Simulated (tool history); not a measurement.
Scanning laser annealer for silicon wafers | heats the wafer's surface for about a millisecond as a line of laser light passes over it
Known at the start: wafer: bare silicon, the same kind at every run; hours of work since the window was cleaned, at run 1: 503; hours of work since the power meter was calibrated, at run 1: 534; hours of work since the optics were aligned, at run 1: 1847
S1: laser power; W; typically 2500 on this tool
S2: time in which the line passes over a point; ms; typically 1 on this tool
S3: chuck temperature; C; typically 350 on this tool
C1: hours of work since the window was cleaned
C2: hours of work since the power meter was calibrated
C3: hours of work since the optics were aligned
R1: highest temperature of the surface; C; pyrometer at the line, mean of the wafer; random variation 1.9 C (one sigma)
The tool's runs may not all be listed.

run,hour,S1,S2,S3,C1,C2,C3,R1
1,0,2500,1,350,503,534,1847,1110
2,48.3,2500,1,350,525,556,1869,1103
3,75.9,2500,1,350,538,569,1882,1105
4,107.1,2500,1,350,553,584,1897,1104
5,158.1,2500,1,335,576,607,1920,1086
6,185.8,2500,1,335,589,620,1933,1088
7,213.6,2500,1,335,602,633,1946,1087
# hour 226.5: window over the wafer cleaned
8,240.5,2500,1,335,6,645,1958,1132
# hour 256.8: optics aligned, line set to its width
9,276.5,2500,1,350,21,659,9,1140
10,319.6,2500,1,350,41,679,29,1139
11,345.1,2500,0.81,350,53,691,41,1057
12,379.8,2500,0.81,350,69,707,57,1057
13,405.3,2500,1,380,81,719,69,1164
14,426.4,2623,1.23,357,91,729,79,1280
15,464.8,2500,1,350,109,747,97,1134
16,515.5,2332,1,350,132,770,120,1073
17,553,2226,0.74,324,150,788,138,912
# hour 563.8: optics aligned, line set to its width, once more
18,597.4,2237,1,389,168,806,16,1087
19,644.4,2601,1.03,389,190,828,37,1237
20,693.9,2362,0.74,331,213,851,61,966
21,716.6,2362,0.74,331,223,862,71,965
22,759.5,2666,0.74,331,243,882,91,1063
23,797.4,2566,1,350,261,899,109,1159
24,840.4,2566,1,350,281,919,129,1157
25,866.4,2500,1.15,378,293,931,141,1217

What if the next run were any one of these 3? Each begins from the tool's condition after run 25:
A,898,2559,0.87,325,308,946,156,?
B,898,2500,1.15,351,308,946,156,?
C,898,2544,1.15,354,308,946,156,?

run,R1
A,1076
B,1188
C,1206
Take away the tool's hidden state, keep each run's random variation, and the runs would have read:
run,R1
A,1111
B,1226
C,1245

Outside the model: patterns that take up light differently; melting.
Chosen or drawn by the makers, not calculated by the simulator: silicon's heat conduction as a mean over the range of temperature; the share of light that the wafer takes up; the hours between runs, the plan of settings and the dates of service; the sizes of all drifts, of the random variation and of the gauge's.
